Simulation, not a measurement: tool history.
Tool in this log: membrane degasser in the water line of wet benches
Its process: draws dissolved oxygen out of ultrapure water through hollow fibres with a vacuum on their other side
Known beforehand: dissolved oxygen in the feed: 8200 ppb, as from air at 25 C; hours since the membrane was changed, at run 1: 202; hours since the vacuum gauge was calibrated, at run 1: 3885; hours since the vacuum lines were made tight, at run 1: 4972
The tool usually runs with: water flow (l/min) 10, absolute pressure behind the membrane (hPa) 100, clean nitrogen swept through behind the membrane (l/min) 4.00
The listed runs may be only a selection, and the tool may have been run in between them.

run      day  water flow (l/min)  absolute pressure behind the membrane (hPa)  clean nitrogen swept through behind the membrane (l/min)  hours since the membrane was changed  hours since the vacuum gauge was calibrated  hours since the vacuum lines were made tight  dissolved oxygen in the water behind the degasser (ppb)  pressure that the water loses in the fibres (hPa)
  1    0.000                  10                                          100                                                      4.00                                   202                                         3885                                          4972                                                     47.5                                              268.2
  2    7.196                   7                                          100                                                      4.00                                   375                                         4058                                          5145                                                     31.3                                              186.2
  3   16.508                   7                                           97                                                      4.00                                   598                                         4281                                          5368                                                     29.5                                              188.3
      20.121  -- seals of the vacuum lines changed
  4   24.629                  10                                          100                                                      4.00                                   791                                         4474                                           108                                                     47.6                                              272.1
  5   33.342                  10                                          100                                                      2.82                                  1000                                         4683                                           317                                                     64.3                                              269.5
  6   41.888                  10                                          100                                                      2.82                                  1206                                         4889                                           522                                                     65.7                                              268.6
  7   52.775                  10                                          100                                                      2.98                                  1467                                         5150                                           784                                                     62.5                                              269.5
  8   61.904                  10                                          100                                                      4.00                                  1686                                         5369                                          1003                                                     47.2                                              270.3
  9   72.354                  10                                          100                                                      4.00                                  1937                                         5620                                          1254                                                     46.6                                              267.7
 10   81.329                  10                                          100                                                      7.26                                  2152                                         5835                                          1469                                                     29.1                                              267.8
 11   86.542                  10                                          100                                                      9.73                                  2277                                         5960                                          1594                                                     22.8                                              269.5
 12   95.929                  10                                          100                                                      9.73                                  2502                                         6185                                          1819                                                     22.8                                              270.4
     101.729  -- vacuum gauge calibrated
 13  107.396                  10                                          100                                                      9.73                                  2777                                          136                                          2094                                                     23.0                                              269.1
 14  112.350                   9                                          106                                                      3.33                                  2896                                          255                                          2213                                                     53.0                                              244.1
 15  122.088                   7                                          100                                                      4.00                                  3130                                          489                                          2447                                                     30.5                                              185.6
 16  127.375                  10                                           66                                                      1.64                                  3257                                          616                                          2574                                                     55.8                                              268.1
 17  132.629                  11                                          176                                                      7.17                                  3383                                          742                                          2700                                                     62.4                                              299.0
 18  142.250                  11                                          176                                                      7.17                                  3614                                          973                                          2931                                                     63.6                                              295.2
 19  147.946                   9                                          154                                                      4.38                                  3750                                         1109                                          3067                                                     64.8                                              242.8
 20  158.617                   9                                          154                                                      4.38                                  4006                                         1365                                          3323                                                     65.2                                              240.3
 21  167.850                   9                                          154                                                      4.38                                  4228                                         1587                                          3545                                                     65.7                                              244.0
 22  172.592                   9                                          154                                                      4.38                                  4342                                         1701                                          3659                                                     65.4                                              240.8
 23  180.312                   7                                          104                                                      2.99                                  4527                                         1886                                          3844                                                     43.2                                              185.3
 24  189.104                   7                                          104                                                      2.99                                  4738                                         2097                                          4055                                                     42.5                                              189.7
 25  199.742                  15                                           64                                                      3.34                                  4994                                         2352                                          4310                                                     61.3                                              406.3
 26  205.888                  10                                           85                                                      3.84                                  5141                                         2500                                          4458                                                     39.7                                              271.0

Predict each of these 4 candidate next runs independently; none follows another, all start after run 26:
  A  213.096                  13                                          220                                                     11.04                                  5314                                         2673                                          4631                                                        ?                                                  ?
  B  213.096                  10                                          145                                                      3.84                                  5314                                         2673                                          4631                                                        ?                                                  ?
  C  213.096                  14                                          174                                                      8.30                                  5314                                         2673                                          4631                                                        ?                                                  ?
  D  213.096                   6                                          100                                                      9.28                                  5314                                         2673                                          4631                                                        ?                                                  ?

run  dissolved oxygen in the water behind the degasser (ppb)  pressure that the water loses in the fibres (hPa)
  A                                                     71.0                                              351.6
  B                                                     79.1                                              273.3
  C                                                     80.9                                              379.2
  D                                                     11.5                                              159.4
Had the tool no hidden state, the same runs would have come out as:
run  dissolved oxygen in the water behind the degasser (ppb)  pressure that the water loses in the fibres (hPa)
  A                                                     70.9                                              351.4
  B                                                     79.0                                              273.1
  C                                                     80.8                                              379.0
  D                                                     11.5                                              159.3
